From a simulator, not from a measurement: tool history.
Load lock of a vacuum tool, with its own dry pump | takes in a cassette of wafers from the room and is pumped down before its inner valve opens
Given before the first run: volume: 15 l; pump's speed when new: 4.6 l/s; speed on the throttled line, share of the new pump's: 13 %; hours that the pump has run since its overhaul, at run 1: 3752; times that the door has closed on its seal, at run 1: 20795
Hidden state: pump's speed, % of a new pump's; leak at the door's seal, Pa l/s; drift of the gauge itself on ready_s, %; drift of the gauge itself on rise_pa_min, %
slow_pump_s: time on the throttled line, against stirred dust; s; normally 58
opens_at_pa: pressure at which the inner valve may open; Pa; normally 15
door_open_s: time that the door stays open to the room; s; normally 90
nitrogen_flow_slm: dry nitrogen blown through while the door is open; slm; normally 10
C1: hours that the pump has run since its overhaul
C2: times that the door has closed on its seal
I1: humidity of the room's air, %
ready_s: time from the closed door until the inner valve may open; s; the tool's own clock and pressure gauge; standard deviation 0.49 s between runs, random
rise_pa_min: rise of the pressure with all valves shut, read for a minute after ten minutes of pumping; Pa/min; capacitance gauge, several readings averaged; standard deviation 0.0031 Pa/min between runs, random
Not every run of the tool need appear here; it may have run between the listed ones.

run 1 hour=0 | slow_pump_s=58 opens_at_pa=15 door_open_s=90 nitrogen_flow_slm=10 | C1=3752 C2=20795 | I1=48.1 | ready_s=80.8 rise_pa_min=0.411
run 2 hour=181.7 | slow_pump_s=58 opens_at_pa=15 door_open_s=90 nitrogen_flow_slm=10 | C1=3933 C2=21366 | I1=44.7 | ready_s=81.6 rise_pa_min=0.418
run 3 hour=343 | slow_pump_s=58 opens_at_pa=15 door_open_s=90 nitrogen_flow_slm=4 | C1=4095 C2=21873 | I1=47.4 | ready_s=81.2 rise_pa_min=0.442
run 4 hour=434.1 | slow_pump_s=58 opens_at_pa=15 door_open_s=90 nitrogen_flow_slm=5 | C1=4186 C2=22159 | I1=41 | ready_s=81.7 rise_pa_min=0.45
run 5 hour=613.3 | slow_pump_s=58 opens_at_pa=15 door_open_s=90 nitrogen_flow_slm=5 | C1=4365 C2=22722 | I1=44.7 | ready_s=81.5 rise_pa_min=0.462
run 6 hour=703.6 | slow_pump_s=58 opens_at_pa=15 door_open_s=90 nitrogen_flow_slm=5 | C1=4455 C2=23006 | I1=43.9 | ready_s=81.5 rise_pa_min=0.464
run 7 hour=857.1 | slow_pump_s=58 opens_at_pa=13 door_open_s=90 nitrogen_flow_slm=31 | C1=4609 C2=23489 | I1=47.1 | ready_s=83.2 rise_pa_min=0.463
run 8 hour=946.4 | slow_pump_s=103 opens_at_pa=13 door_open_s=90 nitrogen_flow_slm=31 | C1=4698 C2=23769 | I1=45.6 | ready_s=121.3 rise_pa_min=0.461
run 9 hour=1088.4 | slow_pump_s=57 opens_at_pa=28 door_open_s=90 nitrogen_flow_slm=31 | C1=4840 C2=24216 | I1=45.1 | ready_s=78.2 rise_pa_min=0.479

Predict the results of run 10:
-- hour=1148.5 door's seal changed, seat wiped
run 10 hour=1184.4 | slow_pump_s=96 opens_at_pa=16 door_open_s=75 nitrogen_flow_slm=5 | C1=4935 C2=113 | I1=44.4 | ready_s=? rise_pa_min=?

Run 10 gave ready_s 113.6 s, rise_pa_min 0.055 Pa/min.
With the hidden condition absent and the run-to-run variation left alone, this run would have shown ready_s 112 s, rise_pa_min 0.051 Pa/min.
